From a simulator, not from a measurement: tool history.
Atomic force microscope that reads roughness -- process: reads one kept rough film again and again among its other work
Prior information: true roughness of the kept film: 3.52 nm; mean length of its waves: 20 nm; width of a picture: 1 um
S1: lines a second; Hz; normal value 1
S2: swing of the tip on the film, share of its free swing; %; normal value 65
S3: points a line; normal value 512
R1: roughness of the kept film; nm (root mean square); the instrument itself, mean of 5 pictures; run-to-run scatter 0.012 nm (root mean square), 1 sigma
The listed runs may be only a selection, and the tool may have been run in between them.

{"run": 1, "hour": 0.0, "S1": 1, "S2": 65, "S3": 512, "R1": 1.973}
{"run": 2, "hour": 7.7, "S1": 1, "S2": 65, "S3": 512, "R1": 1.867}
{"hour": 14.3, "done": "new tip fitted"}
{"run": 3, "hour": 22.3, "S1": 1, "S2": 65, "S3": 512, "R1": 2.702}
{"run": 4, "hour": 35.8, "S1": 1, "S2": 65, "S3": 512, "R1": 2.369}
{"run": 5, "hour": 46.2, "S1": 1, "S2": 63, "S3": 512, "R1": 2.198}
{"run": 6, "hour": 53.9, "S1": 2.99, "S2": 65, "S3": 512, "R1": 2.004}
{"hour": 62.5, "done": "new tip fitted"}
{"run": 7, "hour": 69.2, "S1": 2.99, "S2": 65, "S3": 512, "R1": 2.664}
{"run": 8, "hour": 83.0, "S1": 2.99, "S2": 65, "S3": 512, "R1": 2.316}
{"run": 9, "hour": 97.4, "S1": 2.99, "S2": 65, "S3": 512, "R1": 2.035}
{"hour": 111.2, "done": "new tip fitted"}
{"run": 10, "hour": 111.2, "S1": 1, "S2": 65, "S3": 512, "R1": 2.899}
{"run": 11, "hour": 121.3, "S1": 1, "S2": 65, "S3": 512, "R1": 2.592}
{"run": 12, "hour": 127.7, "S1": 1, "S2": 65, "S3": 512, "R1": 2.408}
{"run": 13, "hour": 137.0, "S1": 1, "S2": 65, "S3": 512, "R1": 2.231}
{"run": 14, "hour": 143.3, "S1": 1, "S2": 57, "S3": 512, "R1": 2.154}
{"run": 15, "hour": 153.7, "S1": 1, "S2": 65, "S3": 512, "R1": 1.98}
{"hour": 159.3, "done": "new tip fitted"}
{"run": 16, "hour": 166.6, "S1": 1.88, "S2": 65, "S3": 512, "R1": 2.642}
{"run": 17, "hour": 174.4, "S1": 1.88, "S2": 65, "S3": 512, "R1": 2.456}
{"run": 18, "hour": 180.8, "S1": 1.35, "S2": 65, "S3": 512, "R1": 2.328}
{"run": 19, "hour": 190.6, "S1": 1, "S2": 65, "S3": 361, "R1": 2.137}
{"run": 20, "hour": 202.9, "S1": 1, "S2": 65, "S3": 361, "R1": 1.944}
{"hour": 207.8, "done": "new tip fitted"}
{"run": 21, "hour": 212.2, "S1": 1, "S2": 65, "S3": 361, "R1": 2.703}
{"run": 22, "hour": 221.7, "S1": 1, "S2": 65, "S3": 767, "R1": 2.499}
{"run": 23, "hour": 232.2, "S1": 1, "S2": 65, "S3": 767, "R1": 2.269}
{"run": 24, "hour": 242.8, "S1": 1, "S2": 65, "S3": 767, "R1": 2.068}
{"run": 25, "hour": 250.4, "S1": 1, "S2": 65, "S3": 767, "R1": 1.946}
{"hour": 252.5, "done": "height scale calibrated on a step standard"}
{"hour": 258.0, "done": "new tip fitted"}
{"run": 26, "hour": 261.0, "S1": 1, "S2": 65, "S3": 767, "R1": 2.811}
{"run": 27, "hour": 275.5, "S1": 0.65, "S2": 65, "S3": 499, "R1": 2.412}
{"run": 28, "hour": 286.9, "S1": 2.1, "S2": 69, "S3": 323, "R1": 2.097}
{"run": 29, "hour": 297.3, "S1": 3.26, "S2": 69, "S3": 980, "R1": 1.948}
{"hour": 306.8, "done": "new tip fitted"}
{"run": 30, "hour": 310.5, "S1": 3.26, "S2": 69, "S3": 980, "R1": 2.656}
{"hour": 314.8, "done": "height scale calibrated on a step standard, once more"}
{"run": 31, "hour": 323.3, "S1": 3.26, "S2": 69, "S3": 980, "R1": 2.39}
{"run": 32, "hour": 336.0, "S1": 2.05, "S2": 82, "S3": 349, "R1": 2.069}
{"run": 33, "hour": 347.7, "S1": 1.08, "S2": 61, "S3": 393, "R1": 1.994}
{"hour": 356.3, "done": "new tip fitted"}
{"run": 34, "hour": 357.3, "S1": 2.96, "S2": 65, "S3": 512, "R1": 2.802}
{"run": 35, "hour": 372.2, "S1": 1.17, "S2": 88, "S3": 351, "R1": 2.332}
{"run": 36, "hour": 378.8, "S1": 1.17, "S2": 88, "S3": 351, "R1": 2.187}
{"run": 37, "hour": 391.7, "S1": 1.17, "S2": 88, "S3": 351, "R1": 1.948}
{"run": 38, "hour": 402.3, "S1": 1, "S2": 65, "S3": 437, "R1": 1.86}
{"hour": 405.0, "done": "new tip fitted"}
{"run": 39, "hour": 416.6, "S1": 0.88, "S2": 65, "S3": 922, "R1": 2.637}
{"run": 40, "hour": 423.8, "S1": 1.16, "S2": 65, "S3": 351, "R1": 2.374}
{"run": 41, "hour": 433.6, "S1": 1.16, "S2": 65, "S3": 351, "R1": 2.169}
{"run": 42, "hour": 443.4, "S1": 1.35, "S2": 65, "S3": 485, "R1": 1.99}
{"run": 43, "hour": 450.5, "S1": 1.64, "S2": 65, "S3": 938, "R1": 1.91}
{"hour": 453.2, "done": "new tip fitted"}
{"run": 44, "hour": 464.2, "S1": 0.88, "S2": 76, "S3": 985, "R1": 2.554}
{"run": 45, "hour": 478.2, "S1": 0.85, "S2": 76, "S3": 681, "R1": 2.235}
{"run": 46, "hour": 488.7, "S1": 0.85, "S2": 66, "S3": 662, "R1": 2.059}
{"run": 47, "hour": 495.7, "S1": 2.96, "S2": 58, "S3": 512, "R1": 1.902}
{"hour": 502.1, "done": "new tip fitted"}
{"run": 48, "hour": 503.8, "S1": 0.84, "S2": 65, "S3": 527, "R1": 2.861}
{"run": 49, "hour": 517.9, "S1": 3.85, "S2": 89, "S3": 527, "R1": 2.144}
{"run": 50, "hour": 527.0, "S1": 3.85, "S2": 89, "S3": 527, "R1": 1.957}
{"run": 51, "hour": 534.0, "S1": 3.85, "S2": 89, "S3": 527, "R1": 1.85}
{"run": 52, "hour": 540.4, "S1": 3.85, "S2": 89, "S3": 527, "R1": 1.762}

4 ways to go on from here, each from the tool as it stands after run 52. What would each give?
{"hour": 550.2, "done": "new tip fitted"}
{"run": "A", "hour": 552.3, "S1": 2.21, "S2": 89, "S3": 417, "R1": "?"}
{"hour": 550.2, "done": "new tip fitted"}
{"run": "B", "hour": 552.3, "S1": 3.67, "S2": 89, "S3": 337, "R1": "?"}
{"hour": 550.2, "done": "new tip fitted"}
{"run": "C", "hour": 552.3, "S1": 0.98, "S2": 73, "S3": 704, "R1": "?"}
{"hour": 550.2, "done": "new tip fitted"}
{"run": "D", "hour": 552.3, "S1": 1, "S2": 65, "S3": 297, "R1": "?"}

run=A R1=2.619
run=B R1=2.467
run=C R1=2.854
run=D R1=2.802
The same runs, with their run-to-run variation unchanged, on a tool lacking any hidden condition would have given:
run=A R1=2.693
run=B R1=2.537
run=C R1=2.935
run=D R1=2.882
